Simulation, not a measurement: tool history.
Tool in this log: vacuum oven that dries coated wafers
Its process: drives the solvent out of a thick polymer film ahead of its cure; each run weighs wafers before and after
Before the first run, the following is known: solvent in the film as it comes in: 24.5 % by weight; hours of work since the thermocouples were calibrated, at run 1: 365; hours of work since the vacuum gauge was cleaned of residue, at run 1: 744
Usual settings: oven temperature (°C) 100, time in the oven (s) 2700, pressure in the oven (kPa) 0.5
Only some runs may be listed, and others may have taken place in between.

run,hour,oven temperature (°C),time in the oven (s),pressure in the oven (kPa),hours of work since the thermocouples were calibrated,hours of work since the vacuum gauge was cleaned of residue,solvent left in the film (%)
1,0,100,2700,0.5,365,744,2.49
2,24.2,100,2700,0.5,379,757,2.49
3,56.3,100,2700,0.5,397,776,2.49
4,103.8,105,2700,0.5,425,803,1.53
5,145.1,105,2700,0.5,448,826,1.54
6,168.7,105,2700,0.5,462,840,1.53
7,209.2,114,2700,0.5,485,863,0.59
8,239.7,88,4140,1.192,502,880,4.07
9,266.1,90,4140,1.192,517,896,3.49
10,290.3,90,2580,0.352,531,909,5.61
11,317.1,107,2700,0.5,546,925,1.25
12,343,107,2700,0.5,561,939,1.23

Below are 3 alternative next runs, each starting from the tool's condition after run 12. Predict each:
A,392.2,107,2400,0.5,589,968,?
B,392.2,107,2700,0.744,589,968,?
C,392.2,92,4080,0.42,589,968,?

run,solvent left in the film (%)
A,1.6
B,1.36
C,2.48
Without the tool's unlogged condition, the same runs would have read:
run,solvent left in the film (%)
A,1.48
B,1.23
C,2.27

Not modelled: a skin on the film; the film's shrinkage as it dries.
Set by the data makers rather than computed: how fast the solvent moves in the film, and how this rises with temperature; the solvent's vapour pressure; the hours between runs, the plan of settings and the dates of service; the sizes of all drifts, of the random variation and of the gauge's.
